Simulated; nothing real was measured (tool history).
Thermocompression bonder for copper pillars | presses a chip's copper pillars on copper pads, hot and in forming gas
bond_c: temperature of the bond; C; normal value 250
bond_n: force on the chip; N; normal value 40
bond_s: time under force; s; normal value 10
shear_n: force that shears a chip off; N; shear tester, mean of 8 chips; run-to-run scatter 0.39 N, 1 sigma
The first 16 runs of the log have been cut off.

run,hour,bond_c,bond_n,bond_s,shear_n
# hour 1149.1: forming gas filter changed
17,1199.8,250,40,10,32.3
# hour 1232.5: heater calibrated with a thermocouple chip
18,1293.5,250,40,10,30.2
19,1386.5,250,40,10,28.9
20,1439.9,270,40,10,37.4
21,1537.7,250,40,6,21.9
# hour 1559.3: heater calibrated with a thermocouple chip, once more
# hour 1590.8: forming gas filter changed
22,1635.8,231,38,8,24.9
23,1704.3,248,49,27,55.7
24,1795.6,255,37,9,33.2
25,1857.1,233,57,14,40.9
26,1949.4,233,57,14,39.2

The next listed run, before its measurement:
# hour 2025.3: forming gas filter changed
27,2050.4,267,48,9,?

shear_n: 49.7 N
On a tool with no hidden condition, and with the same random variation, this run would have come out at shear_n 50.0 N.

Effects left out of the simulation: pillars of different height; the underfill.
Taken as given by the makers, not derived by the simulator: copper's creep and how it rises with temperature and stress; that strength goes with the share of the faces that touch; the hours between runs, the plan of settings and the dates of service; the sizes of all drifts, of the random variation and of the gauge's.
